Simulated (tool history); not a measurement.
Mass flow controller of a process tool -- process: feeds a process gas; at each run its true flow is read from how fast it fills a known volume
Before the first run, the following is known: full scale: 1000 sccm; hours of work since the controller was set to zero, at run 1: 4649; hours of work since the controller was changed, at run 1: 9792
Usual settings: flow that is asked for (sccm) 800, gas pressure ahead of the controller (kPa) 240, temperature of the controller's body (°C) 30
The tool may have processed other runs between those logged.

| run | day | flow that is asked for (sccm) | gas pressure ahead of the controller (kPa) | temperature of the controller's body (°C) | hours of work since the controller was set to zero | hours of work since the controller was changed | true flow (%) |
|---|---|---|---|---|---|---|---|
| 1 | 0 | 800 | 240 | 30 | 4649 | 9792 | 100.53 |
| 2 | 10.075 | 800 | 240 | 30 | 4813 | 9956 | 100.74 |
|  | 14.388 | controller's zero set anew |
| 3 | 22.267 | 800 | 268 | 30 | 128 | 10154 | 100.35 |
| 4 | 33.088 | 800 | 240 | 30 | 304 | 10331 | 100 |
| 5 | 44.196 | 537 | 240 | 30 | 485 | 10511 | 98.68 |
| 6 | 53.788 | 537 | 240 | 30 | 641 | 10667 | 98.57 |
| 7 | 64.612 | 537 | 240 | 30 | 817 | 10844 | 98.49 |
| 8 | 80.275 | 800 | 240 | 30 | 1072 | 11098 | 100.04 |
|  | 91.025 | controller's zero set anew, once more |
| 9 | 96.538 | 800 | 240 | 30 | 90 | 11363 | 102.09 |
| 10 | 108.321 | 800 | 240 | 30 | 281 | 11555 | 102.05 |
| 11 | 124.054 | 800 | 240 | 30 | 537 | 11811 | 102.08 |
| 12 | 133.612 | 800 | 240 | 30 | 693 | 11966 | 101.88 |
| 13 | 147.208 | 800 | 240 | 30 | 914 | 12187 | 102 |
| 14 | 156.692 | 800 | 240 | 30 | 1069 | 12342 | 101.96 |
| 15 | 166.862 | 800 | 240 | 30 | 1234 | 12507 | 101.88 |
| 16 | 177.6 | 800 | 240 | 30 | 1409 | 12682 | 101.96 |
| 17 | 194.971 | 800 | 157 | 30 | 1692 | 12965 | 101.53 |
| 18 | 203.583 | 800 | 146 | 30 | 1832 | 13105 | 101.42 |
| 19 | 212.554 | 983 | 227 | 25 | 1978 | 13251 | 101.83 |
| 20 | 225.271 | 983 | 227 | 25 | 2185 | 13458 | 101.73 |
| 21 | 232.879 | 553 | 227 | 25 | 2308 | 13581 | 100.35 |
| 22 | 244.158 | 800 | 240 | 32 | 2492 | 13765 | 102.03 |
| 23 | 257.654 | 134 | 240 | 30 | 2712 | 13985 | 96.9 |
| 24 | 265.788 | 134 | 227 | 21 | 2844 | 14117 | 95.77 |
| 25 | 277.262 | 271 | 227 | 38 | 3031 | 14304 | 99.92 |
|  | 284.021 | controller exchanged for a calibrated one |
| 26 | 285.742 | 106 | 165 | 25 | 28 | 28 | 97.73 |
| 27 | 295.746 | 796 | 165 | 26 | 191 | 191 | 99.54 |
| 28 | 306.462 | 796 | 165 | 26 | 365 | 365 | 99.71 |
| 29 | 314.896 | 136 | 203 | 38 | 502 | 502 | 98.64 |
| 30 | 324.217 | 158 | 232 | 39 | 654 | 654 | 98.99 |

Describe how what the log doesn't record of the tool's condition differs between the last listed run preceding each entry between runs and the first listed run following it.
Runs 2 to 3: controller's zero set anew (day 14.388)
  flow at rest that the sensor doesn't see, % of full scale: -0.951 -> -1.375; true flow over the shown one, %: 1.57 -> 1.6
  difference, measured minus the result without the unlogged condition, true flow (%): +0.38 -> -0.12
Runs 8 to 9: controller's zero set anew, once more (day 91.025)
  flow at rest that the sensor doesn't see, % of full scale: -1.566 -> -0.018; true flow over the shown one, %: 1.75 -> 1.79
  difference, measured minus the result without the unlogged condition, true flow (%): -0.21 -> +1.77
Runs 25 to 26: controller exchanged for a calibrated one (day 284.021)
  flow at rest that the sensor doesn't see, % of full scale: -0.602 -> -0.03; true flow over the shown one, %: 2.26 -> 0.17
  difference, measured minus the result without the unlogged condition, true flow (%): +0.03 -> -0.11
